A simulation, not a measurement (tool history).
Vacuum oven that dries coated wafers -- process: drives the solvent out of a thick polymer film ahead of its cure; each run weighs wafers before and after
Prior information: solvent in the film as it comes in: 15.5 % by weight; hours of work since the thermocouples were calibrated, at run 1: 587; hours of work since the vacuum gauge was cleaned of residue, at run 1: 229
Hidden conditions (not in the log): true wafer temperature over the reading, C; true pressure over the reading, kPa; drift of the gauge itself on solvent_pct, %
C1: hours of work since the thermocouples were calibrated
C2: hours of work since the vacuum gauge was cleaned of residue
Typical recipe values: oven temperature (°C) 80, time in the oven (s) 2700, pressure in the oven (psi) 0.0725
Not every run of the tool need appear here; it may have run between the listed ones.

Run 1, hour 0.0: usual settings; C1 587; C2 229. Result: solvent left in the film (%) 1.30.
Run 2, hour 11.6: usual settings; C1 596; C2 237. Result: solvent left in the film (%) 1.28.
Run 3, hour 19.4: usual settings; C1 602; C2 243. Result: solvent left in the film (%) 1.27.
Run 4, hour 26.7: usual settings but pressure in the oven (psi) 0.0592; C1 607; C2 249. Result: solvent left in the film (%) 1.25.
Run 5, hour 34.8: usual settings but pressure in the oven (psi) 0.0592; C1 613; C2 255. Result: solvent left in the film (%) 1.24.
Run 6, hour 46.3: usual settings but pressure in the oven (psi) 0.0592; C1 621; C2 263. Result: solvent left in the film (%) 1.25.
Run 7, hour 51.7: usual settings but pressure in the oven (psi) 0.2248; C1 625; C2 267. Result: solvent left in the film (%) 1.68.
Run 8, hour 57.4: usual settings but oven temperature (°C) 68, time in the oven (s) 1620; C1 630; C2 271. Result: solvent left in the film (%) 5.79.
Run 9, hour 66.4: usual settings but oven temperature (°C) 71, time in the oven (s) 3120, pressure in the oven (psi) 0.0727; C1 636; C2 278. Result: solvent left in the film (%) 2.34.
Run 10, hour 75.2: usual settings but oven temperature (°C) 71, time in the oven (s) 3120, pressure in the oven (psi) 0.0727; C1 643; C2 284. Result: solvent left in the film (%) 2.30.
Run 11, hour 80.9: usual settings but oven temperature (°C) 72, time in the oven (s) 1320; C1 647; C2 289. Result: solvent left in the film (%) 5.72.
Run 12, hour 86.7: usual settings but oven temperature (°C) 72, time in the oven (s) 2880; C1 651; C2 293. Result: solvent left in the film (%) 2.43.
Run 13, hour 98.5: usual settings but oven temperature (°C) 69, time in the oven (s) 3900; C1 660; C2 301. Result: solvent left in the film (%) 1.94.

Each row is a separate what-if for the run after 13, all from the same tool condition, not one after another. Results?
Run A, hour 111.5: usual settings but time in the oven (s) 3600; C1 669; C2 311. Result: solvent left in the film (%) ?.
Run B, hour 111.5: usual settings but oven temperature (°C) 68, time in the oven (s) 4620; C1 669; C2 311. Result: solvent left in the film (%) ?.
Run C, hour 111.5: usual settings but oven temperature (°C) 69, time in the oven (s) 2940, pressure in the oven (psi) 0.0405; C1 669; C2 311. Result: solvent left in the film (%) ?.

run  solvent left in the film (%)
  A                          0.70
  B                          1.58
  C                          2.81
Stripped of hidden state, with their random variation kept, the same runs would have yielded:
run  solvent left in the film (%)
  A                          0.67
  B                          1.55
  C                          2.81

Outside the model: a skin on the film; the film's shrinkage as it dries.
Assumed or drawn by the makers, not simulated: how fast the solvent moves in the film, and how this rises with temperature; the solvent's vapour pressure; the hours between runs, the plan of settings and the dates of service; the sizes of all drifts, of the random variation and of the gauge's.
